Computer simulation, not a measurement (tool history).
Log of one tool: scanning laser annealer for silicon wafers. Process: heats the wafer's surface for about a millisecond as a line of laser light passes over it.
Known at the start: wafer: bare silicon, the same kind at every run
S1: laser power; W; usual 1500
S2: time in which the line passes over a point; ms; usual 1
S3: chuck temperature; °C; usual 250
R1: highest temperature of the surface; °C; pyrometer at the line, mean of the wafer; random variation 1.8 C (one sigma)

run,hour,S1,S2,S3,R1
1,0,1500,1,250,989
2,32.5,1500,1,250,991
3,48.7,1500,1,250,987
4,71.4,1495,1,250,985
5,100.7,1500,1,274,1013
6,117.2,1500,1,274,1011
7,135.3,1500,1,274,1008
8,152.6,1500,1,274,1008
9,173.6,1500,1,274,1004
10,194.3,1500,1,274,1008
11,217.8,1500,1,250,981
12,241,1586,1,250,1028
13,257.2,1586,1,250,1027
14,280.8,1500,1,245,976
15,306.7,1500,1,245,977
16,330.1,1500,1,245,974
17,350.4,1500,0.72,250,853
18,366.7,1500,1,250,976
# hour 380.4: optics aligned, line set to its width
19,387.6,1500,1,250,987
20,415.3,1500,1,250,986
21,440.4,1474,1.13,250,1026
22,462.6,1401,1.05,221,923
23,493,1451,0.79,228,847
24,513.3,1451,0.79,228,843
25,545.9,1451,0.75,228,829
26,578.9,1451,0.75,228,824
27,607.2,1613,1.24,219,1114
28,633.2,1613,1.24,219,1110
29,651.1,1613,1.24,219,1113
30,668.4,1613,1.24,239,1135
31,693.5,1636,0.74,265,937
32,723,1552,0.73,222,849
33,740.1,1602,0.83,243,944
34,769.8,1591,1,288,1060
35,798.4,1351,1,288,937
36,813.6,1528,1.09,288,1061
37,836.3,1528,1.07,258,1023
38,854.6,1528,1.07,258,1019
39,871.2,1528,1.07,258,1023
40,891.6,1528,1.07,258,1025

5 ways to go on from here, each from the tool as it stands after run 40. What would each give?
A,920.4,1467,0.78,212,?
B,920.4,1550,0.91,220,?
C,920.4,1317,1,250,?
D,920.4,1500,0.72,226,?
E,920.4,1288,1,276,?

run,R1
A,820
B,924
C,877
D,822
E,888
Without the tool's hidden state the same runs would have given:
run,R1
A,854
B,962
C,911
D,855
E,921

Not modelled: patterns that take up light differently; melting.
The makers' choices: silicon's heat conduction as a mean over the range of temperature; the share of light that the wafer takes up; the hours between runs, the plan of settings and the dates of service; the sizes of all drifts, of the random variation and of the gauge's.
